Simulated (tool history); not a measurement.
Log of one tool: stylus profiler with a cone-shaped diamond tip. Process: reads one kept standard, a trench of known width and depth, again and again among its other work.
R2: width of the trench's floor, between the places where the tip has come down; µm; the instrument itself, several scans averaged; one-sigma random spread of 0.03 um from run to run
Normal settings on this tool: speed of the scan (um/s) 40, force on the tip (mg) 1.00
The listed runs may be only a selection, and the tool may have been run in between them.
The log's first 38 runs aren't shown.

Run 39, hour 434.4: usual settings but speed of the scan (um/s) 10, force on the tip (mg) 0.80. Result: depth of the trench (nm) 1005.51, R2 23.24 µm.
Run 40, hour 448.6: usual settings but speed of the scan (um/s) 36, force on the tip (mg) 1.99. Result: depth of the trench (nm) 1010.19, R2 23.11 µm.
Run 41, hour 461.4: usual settings but speed of the scan (um/s) 104, force on the tip (mg) 0.55. Result: depth of the trench (nm) 1005.03, R2 22.13 µm.
Run 42, hour 473.5: usual settings but speed of the scan (um/s) 104, force on the tip (mg) 0.55. Result: depth of the trench (nm) 1005.39, R2 22.12 µm.
Run 43, hour 483.4: usual settings but speed of the scan (um/s) 76, force on the tip (mg) 0.40. Result: depth of the trench (nm) 1004.30, R2 22.32 µm.
Run 44, hour 496.3: usual settings but speed of the scan (um/s) 38. Result: depth of the trench (nm) 1007.33, R2 23.01 µm.
Run 45, hour 505.7: usual settings but speed of the scan (um/s) 113, force on the tip (mg) 0.95. Result: depth of the trench (nm) 1007.09, R2 22.29 µm.
Run 46, hour 514.6: usual settings but speed of the scan (um/s) 113, force on the tip (mg) 0.95. Result: depth of the trench (nm) 1006.99, R2 22.34 µm.

Predict each of these 4 candidate next runs independently; none follows another, all start after run 46:
Run A, hour 530.0: usual settings but force on the tip (mg) 0.69. Result: depth of the trench (nm) ?, R2 ?.
Run B, hour 530.0: usual settings but speed of the scan (um/s) 30, force on the tip (mg) 0.85. Result: depth of the trench (nm) ?, R2 ?.
Run C, hour 530.0: usual settings but speed of the scan (um/s) 19, force on the tip (mg) 0.49. Result: depth of the trench (nm) ?, R2 ?.
Run D, hour 530.0: usual settings but speed of the scan (um/s) 113, force on the tip (mg) 0.71. Result: depth of the trench (nm) ?, R2 ?.

run  depth of the trench (nm)     R2
  A                   1005.80  22.89
  B                   1006.95  22.98
  C                   1004.50  23.03
  D                   1006.18  22.15
What these runs would have given with no unlogged condition in the tool:
run  depth of the trench (nm)     R2
  A                   1004.66  23.63
  B                   1005.81  23.72
  C                   1003.37  23.77
  D                   1005.05  22.89

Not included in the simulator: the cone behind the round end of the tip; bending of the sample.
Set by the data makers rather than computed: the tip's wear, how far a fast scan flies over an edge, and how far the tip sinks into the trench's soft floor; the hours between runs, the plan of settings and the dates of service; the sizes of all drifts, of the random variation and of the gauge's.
